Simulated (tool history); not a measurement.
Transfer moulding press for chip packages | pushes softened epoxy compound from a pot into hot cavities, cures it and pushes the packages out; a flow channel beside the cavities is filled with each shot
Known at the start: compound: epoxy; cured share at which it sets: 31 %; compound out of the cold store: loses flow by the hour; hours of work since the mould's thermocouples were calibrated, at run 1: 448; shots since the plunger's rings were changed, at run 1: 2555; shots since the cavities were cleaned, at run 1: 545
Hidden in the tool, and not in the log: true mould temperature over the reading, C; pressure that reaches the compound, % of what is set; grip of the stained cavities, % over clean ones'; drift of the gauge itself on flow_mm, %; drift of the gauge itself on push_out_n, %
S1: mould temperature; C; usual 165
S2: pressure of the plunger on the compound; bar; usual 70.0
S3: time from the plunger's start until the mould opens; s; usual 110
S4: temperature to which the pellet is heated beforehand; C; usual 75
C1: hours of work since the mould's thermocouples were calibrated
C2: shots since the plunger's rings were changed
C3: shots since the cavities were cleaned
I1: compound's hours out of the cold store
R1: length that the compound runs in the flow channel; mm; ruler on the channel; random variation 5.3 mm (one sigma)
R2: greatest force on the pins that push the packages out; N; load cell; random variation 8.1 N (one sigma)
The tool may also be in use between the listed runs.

run   hour   S1    S2   S3  S4   C1    C2    C3    I1   R1   R2
  1    0.0  165  70.0  110  75  448  2555   545  18.2  730  531
  2   26.0  165  70.0  110  75  459  2744   734  34.6  661  547
  3   49.7  165  70.0  112  75  468  2915   905  44.4  623  571
      66.3  -- cavities cleaned with cleaning compound and waxed
  4   92.0  165  70.0  112  75  485  3211   186  25.2  693  423
  5  131.0  165  70.0  112  75  500  3494   469  14.4  750  510
  6  159.7  165  70.0  112  75  512  3702   677  17.7  732  548
  7  204.7  165  70.0  141  75  530  4028  1003  33.2  660  531
     211.1  -- cavities cleaned with cleaning compound and waxed
  8  231.5  165  70.0  141  75  540  4211   147  13.4  743  376
  9  275.5  165  70.0  141  75  558  4530   466  45.8  617  450
 10  312.6  165  79.4  110  75  573  4799   735  17.0  774  565
     354.9  -- cavities cleaned with cleaning compound and waxed
 11  355.8  165  79.4  110  75  589  5101     7  32.7  701  365
 12  398.1  166  70.0  110  75  606  5407   313  33.6  649  463
 13  428.3  166  70.0  110  75  619  5626   532  38.4  630  517
     459.3  -- plunger's sealing rings changed
 14  470.0  165  70.0  110  75  634    77   816  12.5  779  610
     497.7  -- cavities cleaned with cleaning compound and waxed
 15  509.3  170  82.3  110  75  649   351    84  12.1  822  365
 16  563.0  165  70.0   99  75  671   741   474  40.1  654  569
     585.6  -- mould's thermocouples calibrated
 17  599.9  165  70.0  106  65    6   993   726  47.0  624  548
 18  635.1  164  67.9  134  84   20  1248   981  28.4  683  554
     640.3  -- cavities cleaned with cleaning compound and waxed
 19  674.1  161  70.0  124  75   35  1520   245  22.9  733  453
 20  711.7  165  70.0  142  75   50  1793   518  17.7  732  473
 21  763.6  165  57.5  110  71   71  2169   894  35.8  589  585
     782.5  -- cavities cleaned with cleaning compound and waxed
 22  801.8  165  57.5  110  71   86  2435   140  30.4  615  410
 23  829.0  158  57.5  110  71   96  2632   337  45.1  595  644
 24  858.1  158  57.5  110  82  108  2842   547  11.4  724  766

Run 25 comes next. What will it give?
 25  883.0  159  57.5  110  79  118  3023  728  8.3   ?   ?

R1: 718 mm
R2: 800 N
Without the tool's hidden state the same run would have given R1 739 mm, R2 505 N.

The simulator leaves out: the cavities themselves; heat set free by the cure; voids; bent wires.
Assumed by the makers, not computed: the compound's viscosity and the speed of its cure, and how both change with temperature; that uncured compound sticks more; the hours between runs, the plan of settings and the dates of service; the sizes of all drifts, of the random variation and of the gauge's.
